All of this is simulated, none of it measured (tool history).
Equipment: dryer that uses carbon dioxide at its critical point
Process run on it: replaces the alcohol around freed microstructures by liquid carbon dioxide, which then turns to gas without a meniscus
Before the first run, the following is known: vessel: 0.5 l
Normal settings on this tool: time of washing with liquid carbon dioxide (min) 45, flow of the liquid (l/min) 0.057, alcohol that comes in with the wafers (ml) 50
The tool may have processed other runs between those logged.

run   hour  time of washing with liquid carbon dioxide (min)  flow of the liquid (l/min)  alcohol that comes in with the wafers (ml)  alcohol left in the vessel before it's heated (ppm by volume)
  1      0                                                45                       0.057                                          50                                                            751
  2      8                                                45                       0.057                                          50                                                            794
  3     17                                                45                       0.057                                          50                                                            781
  4   32.1                                                45                       0.057                                          50                                                            760
  5   45.5                                                45                       0.057                                          50                                                            795
  6   59.1                                                45                       0.057                                          50                                                            815
  7   72.6                                                45                       0.057                                          50                                                            786
  8   81.2                                                45                       0.057                                          50                                                            796
  9   93.6                                                45                       0.057                                          50                                                            827
 10  106.2                                                45                      0.0496                                         113                                                           3440
 11  116.3                                                45                       0.095                                          79                                                             88
 12    130                                                29                      0.0735                                          27                                                            880
 13  145.7                                                30                       0.057                                         115                                                           8919

Some steps in alcohol left in the vessel before it's heated (ppm by volume) between neighbouring runs. How much of each would the tool show without its hidden state too (settings, what came in, random variation), and how much is left for the hidden state, with any gauge scatter that isn't in both results?
Hidden state present: flow that reaches the vessel past the clogged filter, %; alcohol in the recycled carbon dioxide, ppm; drift of the gauge itself on alcohol_ppm, %.
Run 12 -> 13: time of washing with liquid carbon dioxide (min) 29 -> 30, flow of the liquid (l/min) 0.0735 -> 0.057, alcohol that comes in with the wafers (ml) 27 -> 115. alcohol left in the vessel before it's heated (ppm by volume) +8039: hidden state +764, all else +7275.

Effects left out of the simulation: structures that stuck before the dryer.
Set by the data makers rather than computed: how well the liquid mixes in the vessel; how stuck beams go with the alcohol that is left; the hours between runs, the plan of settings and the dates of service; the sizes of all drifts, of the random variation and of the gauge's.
